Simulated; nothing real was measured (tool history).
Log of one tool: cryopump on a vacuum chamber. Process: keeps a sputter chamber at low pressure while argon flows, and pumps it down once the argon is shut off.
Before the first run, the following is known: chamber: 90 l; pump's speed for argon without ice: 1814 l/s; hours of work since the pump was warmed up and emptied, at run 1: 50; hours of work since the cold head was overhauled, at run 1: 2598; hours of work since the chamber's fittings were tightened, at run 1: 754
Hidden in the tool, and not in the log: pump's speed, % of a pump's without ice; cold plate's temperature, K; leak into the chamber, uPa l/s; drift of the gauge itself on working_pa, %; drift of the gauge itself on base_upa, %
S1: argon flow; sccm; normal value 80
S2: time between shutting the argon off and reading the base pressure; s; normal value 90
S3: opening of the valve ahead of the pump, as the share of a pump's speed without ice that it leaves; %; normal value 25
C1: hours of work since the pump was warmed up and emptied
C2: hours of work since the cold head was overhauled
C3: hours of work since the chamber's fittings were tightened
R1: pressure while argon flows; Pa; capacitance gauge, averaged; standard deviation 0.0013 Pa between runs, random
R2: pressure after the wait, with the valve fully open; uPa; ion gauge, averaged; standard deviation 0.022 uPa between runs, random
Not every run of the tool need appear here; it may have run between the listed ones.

Run 1, day 0: usual settings; C1 50; C2 2598; C3 754. Result: R1 0.3022 Pa, R2 0.94 uPa.
Run 2, day 2.954: usual settings; C1 99; C2 2647; C3 803. Result: R1 0.3023 Pa, R2 0.93 uPa.
Run 3, day 5.883: usual settings; C1 147; C2 2695; C3 851. Result: R1 0.303 Pa, R2 1 uPa.
Run 4, day 8.029: usual settings; C1 183; C2 2730; C3 886. Result: R1 0.3035 Pa, R2 1.03 uPa.
Run 5, day 9.929: usual settings; C1 214; C2 2762; C3 918. Result: R1 0.3073 Pa, R2 0.98 uPa.
Run 6, day 13.667: usual settings but S2 69 s; C1 276; C2 2824; C3 980. Result: R1 0.31 Pa, R2 1.19 uPa.
Run 7, day 16.796: usual settings but S2 69 s; C1 328; C2 2875; C3 1031. Result: R1 0.3102 Pa, R2 1.25 uPa.
Run 8, day 21.208: usual settings but S1 84 sccm, S2 69 s; C1 401; C2 2948; C3 1104. Result: R1 0.3269 Pa, R2 1.33 uPa.
Run 9, day 24.221: usual settings but S1 160 sccm; C1 450; C2 2998; C3 1154. Result: R1 0.6208 Pa, R2 1.2 uPa.
Run 10, day 27.212: usual settings but S1 160 sccm; C1 500; C2 3047; C3 1203. Result: R1 0.6245 Pa, R2 1.2 uPa.
Run 11, day 31.025: usual settings but S1 160 sccm; C1 563; C2 3110; C3 1266. Result: R1 0.6319 Pa, R2 1.27 uPa.
Run 12, day 33.233: usual settings but S1 160 sccm; C1 599; C2 3147; C3 1303. Result: R1 0.6364 Pa, R2 1.22 uPa.
Run 13, day 35.671: usual settings; C1 640; C2 3187; C3 1343. Result: R1 0.3193 Pa, R2 1.32 uPa.
Run 14, day 37.896: usual settings; C1 676; C2 3224; C3 1380. Result: R1 0.3186 Pa, R2 1.35 uPa.
Run 15, day 41.325: usual settings; C1 733; C2 3281; C3 1437. Result: R1 0.3224 Pa, R2 1.43 uPa.
Run 16, day 43.317: usual settings; C1 766; C2 3313; C3 1470. Result: R1 0.3207 Pa, R2 1.37 uPa.
At day 47.025: pump warmed up, emptied and cooled again.
Run 17, day 47.725: usual settings but S1 85 sccm; C1 12; C2 3383; C3 1539. Result: R1 0.3219 Pa, R2 1.22 uPa.
Run 18, day 50.312: usual settings but S1 62 sccm, S2 44 s; C1 54; C2 3426; C3 1582. Result: R1 0.2338 Pa, R2 1.75 uPa.
Run 19, day 53.796: usual settings but S1 134 sccm; C1 112; C2 3483; C3 1639. Result: R1 0.51 Pa, R2 1.27 uPa.
Run 20, day 58.358: usual settings but S1 32 sccm, S2 207 s, S3 15 %; C1 187; C2 3559; C3 1715. Result: R1 0.2023 Pa, R2 1.06 uPa.
Run 21, day 61.021: usual settings but S1 32 sccm, S2 207 s, S3 15 %; C1 231; C2 3602; C3 1759. Result: R1 0.2028 Pa, R2 1.1 uPa.
Run 22, day 63.504: usual settings but S2 37 s, S3 45 %; C1 272; C2 3644; C3 1800. Result: R1 0.174 Pa, R2 2.12 uPa.
Run 23, day 68.158: usual settings but S2 37 s, S3 45 %; C1 349; C2 3720; C3 1877. Result: R1 0.1782 Pa, R2 2.07 uPa.
Run 24, day 71.058: usual settings but S1 75 sccm, S2 37 s, S3 28 %; C1 397; C2 3768; C3 1924. Result: R1 0.2616 Pa, R2 2.15 uPa.
Run 25, day 75.254: usual settings but S1 75 sccm, S2 37 s, S3 28 %; C1 466; C2 3838; C3 1994. Result: R1 0.2639 Pa, R2 2.22 uPa.

Run 26 has not been measured yet. What should we expect?
Run 26, day 77.583: usual settings but S1 75 sccm, S2 37 s, S3 28 %; C1 505; C2 3876; C3 2032. Result: R1 ?, R2 ?.

R1: 0.2654 Pa
R2: 2.27 uPa
With no hidden state in the tool, this same run would have given R1 0.2495 Pa, R2 1.36 uPa.
